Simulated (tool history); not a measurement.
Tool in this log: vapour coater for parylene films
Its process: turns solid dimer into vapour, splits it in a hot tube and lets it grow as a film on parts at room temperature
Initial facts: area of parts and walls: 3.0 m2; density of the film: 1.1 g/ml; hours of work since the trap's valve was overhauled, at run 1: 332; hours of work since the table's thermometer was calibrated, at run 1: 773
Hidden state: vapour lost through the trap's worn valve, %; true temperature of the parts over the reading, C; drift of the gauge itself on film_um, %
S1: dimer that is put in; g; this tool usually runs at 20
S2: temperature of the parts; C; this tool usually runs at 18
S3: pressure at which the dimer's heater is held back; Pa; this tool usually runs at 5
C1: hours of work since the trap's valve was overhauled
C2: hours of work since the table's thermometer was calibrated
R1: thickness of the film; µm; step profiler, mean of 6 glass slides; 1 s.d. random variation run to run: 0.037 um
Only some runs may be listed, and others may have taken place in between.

run 1 day=0 | S1=20 S2=18 S3=5 | C1=332 C2=773 | R1=3.75
run 2 day=1.088 | S1=20 S2=18 S3=5 | C1=353 C2=794 | R1=3.67
run 3 day=2.475 | S1=20 S2=18 S3=5 | C1=381 C2=821 | R1=3.63
run 4 day=3.988 | S1=20 S2=18 S3=4.91 | C1=410 C2=851 | R1=3.66
run 5 day=5.325 | S1=18 S2=18 S3=5 | C1=436 C2=877 | R1=3.31
run 6 day=6.621 | S1=18 S2=18 S3=5 | C1=461 C2=902 | R1=3.34
run 7 day=8.025 | S1=20 S2=18 S3=2.69 | C1=489 C2=930 | R1=3.85
run 8 day=9.346 | S1=20 S2=18 S3=2.69 | C1=514 C2=955 | R1=3.87
run 9 day=10.429 | S1=20 S2=18 S3=2.69 | C1=536 C2=976 | R1=3.83
run 10 day=12.071 | S1=20 S2=18 S3=2.69 | C1=568 C2=1008 | R1=3.89
run 11 day=13.342 | S1=20 S2=18 S3=5 | C1=592 C2=1033 | R1=3.56
run 12 day=14.267 | S1=10 S2=18 S3=5 | C1=610 C2=1051 | R1=1.77
run 13 day=15.475 | S1=10 S2=18 S3=3.61 | C1=634 C2=1075 | R1=1.81
run 14 day=16.754 | S1=10 S2=18 S3=3.61 | C1=659 C2=1100 | R1=1.8
-- day=17.871 trap's valve overhauled
run 15 day=18.496 | S1=10 S2=18 S3=3.61 | C1=12 C2=1130 | R1=2.05
run 16 day=19.979 | S1=20 S2=17 S3=5 | C1=41 C2=1159 | R1=3.98
run 17 day=21.675 | S1=20 S2=17 S3=5 | C1=74 C2=1192 | R1=3.95
run 18 day=23.342 | S1=20 S2=17 S3=5 | C1=107 C2=1225 | R1=4.02
run 19 day=25.054 | S1=13 S2=18 S3=5 | C1=140 C2=1258 | R1=2.52
run 20 day=26.425 | S1=10 S2=18 S3=5 | C1=167 C2=1285 | R1=1.92
run 21 day=27.475 | S1=10 S2=18 S3=5 | C1=187 C2=1305 | R1=1.95
run 22 day=28.45 | S1=20 S2=18 S3=5 | C1=206 C2=1324 | R1=3.84
run 23 day=29.362 | S1=20 S2=15 S3=5 | C1=224 C2=1342 | R1=4.03
run 24 day=30.679 | S1=16 S2=15 S3=5 | C1=250 C2=1368 | R1=3.23
run 25 day=32.338 | S1=20 S2=24 S3=3.91 | C1=282 C2=1400 | R1=3.57
run 26 day=33.371 | S1=20 S2=12 S3=11.34 | C1=302 C2=1420 | R1=3.89
run 27 day=34.4 | S1=20 S2=12 S3=11.34 | C1=322 C2=1440 | R1=3.82
run 28 day=35.662 | S1=35 S2=11 S3=11.34 | C1=347 C2=1465 | R1=6.86
run 29 day=37.162 | S1=35 S2=11 S3=11.34 | C1=376 C2=1494 | R1=6.67
run 30 day=38.204 | S1=9 S2=21 S3=5 | C1=396 C2=1515 | R1=1.58
run 31 day=39.229 | S1=23 S2=19 S3=5.17 | C1=416 C2=1534 | R1=4.24
run 32 day=40.488 | S1=15 S2=10 S3=10.49 | C1=441 C2=1559 | R1=2.9
run 33 day=41.412 | S1=9 S2=27 S3=2.07 | C1=459 C2=1577 | R1=1.58
run 34 day=42.192 | S1=34 S2=27 S3=5.9 | C1=474 C2=1592 | R1=5.2
run 35 day=43.546 | S1=20 S2=18 S3=3.85 | C1=500 C2=1619 | R1=3.77
run 36 day=45.262 | S1=20 S2=18 S3=3.85 | C1=534 C2=1652 | R1=3.68
run 37 day=46.383 | S1=20 S2=18 S3=3.85 | C1=556 C2=1674 | R1=3.74
run 38 day=48.067 | S1=9 S2=10 S3=2.4 | C1=589 C2=1707 | R1=2.01
run 39 day=48.9 | S1=12 S2=17 S3=4.03 | C1=605 C2=1723 | R1=2.28
run 40 day=50.304 | S1=20 S2=22 S3=9.89 | C1=632 C2=1750 | R1=3.03
run 41 day=51.383 | S1=9 S2=18 S3=5 | C1=653 C2=1771 | R1=1.62
-- day=52.779 trap's valve overhauled
run 42 day=53.167 | S1=31 S2=13 S3=2.72 | C1=8 C2=1803 | R1=7.24
run 43 day=54.75 | S1=26 S2=11 S3=9.1 | C1=38 C2=1834 | R1=5.36
run 44 day=55.95 | S1=20 S2=26 S3=2.03 | C1=62 C2=1857 | R1=3.79
run 45 day=56.875 | S1=13 S2=18 S3=5 | C1=80 C2=1875 | R1=2.53
run 46 day=58.625 | S1=13 S2=18 S3=5 | C1=114 C2=1909 | R1=2.56
run 47 day=59.633 | S1=14 S2=23 S3=3.82 | C1=134 C2=1929 | R1=2.54

Consider 3 possible next runs. They are alternatives, not a sequence: every one starts from the tool as it was left by run 47. What does each give?
run A day=61.042 | S1=13 S2=17 S3=2.23 | C1=161 C2=1956 | R1=?
run B day=61.042 | S1=24 S2=18 S3=5 | C1=161 C2=1956 | R1=?
run C day=61.042 | S1=14 S2=26 S3=5.69 | C1=161 C2=1956 | R1=?

run=A R1=2.82
run=B R1=4.69
run=C R1=2.37
What these runs would have given with no unlogged condition in the tool:
run=A R1=2.84
run=B R1=4.74
run=C R1=2.39
